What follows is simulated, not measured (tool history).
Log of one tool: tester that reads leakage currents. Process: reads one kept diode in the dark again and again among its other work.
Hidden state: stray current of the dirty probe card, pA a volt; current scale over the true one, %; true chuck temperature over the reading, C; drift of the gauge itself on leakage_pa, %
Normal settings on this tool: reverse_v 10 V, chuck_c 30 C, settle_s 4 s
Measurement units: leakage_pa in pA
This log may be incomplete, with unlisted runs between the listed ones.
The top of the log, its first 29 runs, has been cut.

| run | day | reverse_v | chuck_c | settle_s | hours of work since the probe card was cleaned | hours of work since the tester was calibrated | hours of work since the chuck was calibrated | leakage_pa |
|---|---|---|---|---|---|---|---|---|
| 30 | 70.746 | 3.2 | 53 | 2.96 | 1012 | 2065 | 1286 | 492.09 |
| 31 | 72.221 | 3.2 | 55 | 3.48 | 1027 | 2080 | 1302 | 562.31 |
| 32 | 74.933 | 10 | 36 | 4 | 1056 | 2108 | 1330 | 270.56 |
| 33 | 78.512 | 10.3 | 40 | 0.73 | 1093 | 2146 | 1367 | 366.78 |
| 34 | 81.221 | 10.3 | 40 | 0.31 | 1121 | 2174 | 1396 | 369.2 |
| 35 | 83.738 | 10 | 30 | 0.31 | 1148 | 2201 | 1422 | 183.37 |
| 36 | 85.246 | 10 | 30 | 0.31 | 1164 | 2216 | 1438 | 183.3 |
| 37 | 87.842 | 8.9 | 29 | 1.2 | 1191 | 2244 | 1465 | 157.89 |
| 38 | 90.879 | 8.9 | 29 | 1.2 | 1222 | 2275 | 1497 | 157.31 |
| 39 | 93.762 | 8.9 | 29 | 1.2 | 1253 | 2306 | 1527 | 157.81 |
| 40 | 96.779 | 8.9 | 43 | 4.18 | 1284 | 2337 | 1559 | 414.87 |

Alternative continuations, all from the tool just after run 40; predict every row:
| A | 100.221 | 1.1 | 28 | 4 | 1320 | 2373 | 1595 | ? |
| B | 100.221 | 10 | 45 | 4 | 1320 | 2373 | 1595 | ? |
| C | 100.221 | 8.9 | 55 | 4.18 | 1320 | 2373 | 1595 | ? |

| run | leakage_pa |
|---|---|
| A | 49.33 |
| B | 505.42 |
| C | 925.32 |
Take away the tool's hidden state, keep each run's random variation, and the runs would have read:
| run | leakage_pa |
|---|---|
| A | 50.31 |
| B | 514.76 |
| C | 956.33 |
